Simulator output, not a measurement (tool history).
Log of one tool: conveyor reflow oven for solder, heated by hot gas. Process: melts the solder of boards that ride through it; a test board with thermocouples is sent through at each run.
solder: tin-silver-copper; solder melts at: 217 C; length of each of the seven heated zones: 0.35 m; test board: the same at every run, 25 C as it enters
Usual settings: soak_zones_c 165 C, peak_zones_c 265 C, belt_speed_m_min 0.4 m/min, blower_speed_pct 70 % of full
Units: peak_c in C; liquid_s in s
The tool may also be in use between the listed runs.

| run | hour | soak_zones_c | peak_zones_c | belt_speed_m_min | blower_speed_pct | peak_c | liquid_s |
|---|---|---|---|---|---|---|---|
| 1 | 0 | 165 | 265 | 0.4 | 70 | 241.9 | 58.6 |
| 2 | 12.9 | 165 | 265 | 0.4 | 59 | 238.9 | 54.5 |
| 3 | 25.8 | 165 | 265 | 0.4 | 70 | 241.4 | 58.7 |
| 4 | 32.6 | 165 | 265 | 0.4 | 70 | 240.3 | 58.2 |
| 5 | 43.8 | 165 | 265 | 0.4 | 70 | 241.3 | 57.3 |
| 6 | 52.4 | 165 | 265 | 0.4 | 70 | 240.4 | 59 |
| 7 | 65.7 | 165 | 265 | 0.4 | 85 | 243 | 62.9 |
| 8 | 77.8 | 165 | 265 | 0.4 | 85 | 243.1 | 61.5 |
| 9 | 85.6 | 165 | 265 | 0.4 | 85 | 243.3 | 61.9 |
| 10 | 96.6 | 165 | 265 | 0.4 | 85 | 243.1 | 62.4 |
| 11 | 102.9 | 165 | 265 | 0.4 | 85 | 243 | 61.4 |
| 12 | 111.7 | 165 | 273 | 0.4 | 70 | 246.9 | 65.7 |
| 13 | 124.9 | 176 | 265 | 0.4 | 70 | 241.9 | 66.5 |
| 14 | 132.8 | 165 | 265 | 0.4 | 70 | 240 | 57 |
| 15 | 142.4 | 165 | 265 | 0.4 | 70 | 240.4 | 56.7 |
| 16 | 153.5 | 174 | 258 | 0.413 | 71 | 235 | 50.4 |
| 17 | 165 | 174 | 258 | 0.413 | 71 | 234 | 51.6 |
| 18 | 173.3 | 174 | 258 | 0.347 | 86 | 242.4 | 77.7 |
| 19 | 188.9 | 178 | 280 | 0.476 | 55 | 243.7 | 51.9 |
| 20 | 203.6 | 153 | 256 | 0.476 | 66 | 220.6 | 9.1 |
|  | 213.7 | flux residue cleaned out of gas plates and filters |
| 21 | 222 | 153 | 256 | 0.476 | 66 | 226.1 | 22.5 |
| 22 | 232.3 | 153 | 256 | 0.476 | 66 | 226.1 | 21 |
| 23 | 242.5 | 153 | 256 | 0.476 | 66 | 226.4 | 21.2 |
| 24 | 255.3 | 173 | 257 | 0.476 | 53 | 228.3 | 30.6 |
| 25 | 263.9 | 173 | 257 | 0.476 | 53 | 228.4 | 30.3 |
| 26 | 275.2 | 178 | 266 | 0.328 | 55 | 249.8 | 96.6 |
| 27 | 289.2 | 178 | 266 | 0.328 | 55 | 250.2 | 96 |

Forecast each of these 3 alternatives for the next run:
| A | 300.8 | 178 | 257 | 0.416 | 55 | ? | ? |
| B | 300.8 | 161 | 266 | 0.328 | 55 | ? | ? |
| C | 300.8 | 161 | 278 | 0.325 | 55 | ? | ? |

| run | peak_c | liquid_s |
|---|---|---|
| A | 236 | 52.8 |
| B | 246.2 | 83.6 |
| C | 258.7 | 95.9 |
Without the tool's hidden state the same runs would have given:
| run | peak_c | liquid_s |
|---|---|---|
| A | 238.4 | 57 |
| B | 248.8 | 87.1 |
| C | 261.4 | 98.4 |

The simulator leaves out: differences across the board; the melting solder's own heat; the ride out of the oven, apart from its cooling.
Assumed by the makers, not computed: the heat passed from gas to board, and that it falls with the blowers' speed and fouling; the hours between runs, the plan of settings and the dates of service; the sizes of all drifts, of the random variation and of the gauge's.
